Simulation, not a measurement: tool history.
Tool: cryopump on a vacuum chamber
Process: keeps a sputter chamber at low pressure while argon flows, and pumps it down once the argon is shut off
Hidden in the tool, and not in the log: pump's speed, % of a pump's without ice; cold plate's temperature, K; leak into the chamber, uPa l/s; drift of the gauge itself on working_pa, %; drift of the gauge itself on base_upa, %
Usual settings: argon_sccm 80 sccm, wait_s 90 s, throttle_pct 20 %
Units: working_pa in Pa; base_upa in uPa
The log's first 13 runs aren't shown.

run	hour	argon_sccm	wait_s	throttle_pct	hours of work since the pump was warmed up and emptied	hours of work since the cold head was overhauled	hours of work since the chamber's fittings were tightened	working_pa	base_upa
14	252.5	80	34	20	153	666	405	0.4378	2.9
15	271.3	80	90	20	163	676	415	0.4402	1.32
16	290.8	80	90	20	173	686	425	0.4418	1.27
17	320.7	80	90	20	189	702	441	0.4382	1.35
18	342.7	105	90	20	201	714	453	0.5784	1.31
19	355.4	105	90	20	208	721	460	0.5775	1.34
20	383.7	105	90	20	223	736	475	0.5759	1.35
21	412.8	70	90	34	239	751	491	0.2317	1.37
22	441.9	70	90	34	254	767	506	0.2315	1.34
23	456.3	70	90	34	262	775	514	0.2326	1.36
24	483.4	60	168	38	276	789	528	0.1786	0.92
25	512.4	60	168	38	292	805	544	0.1805	0.94
26	543.3	132	114	20	308	821	560	0.7351	1.21
27	569.2	122	253	20	322	835	574	0.6859	0.77

Forecast run 28:
28	590.9	37	90	20	334	847	586	?	?

working_pa: 0.2071 Pa
base_upa: 1.42 uPa
Without the tool's hidden state the same run would have given working_pa 0.1998 Pa, base_upa 1.17 uPa.
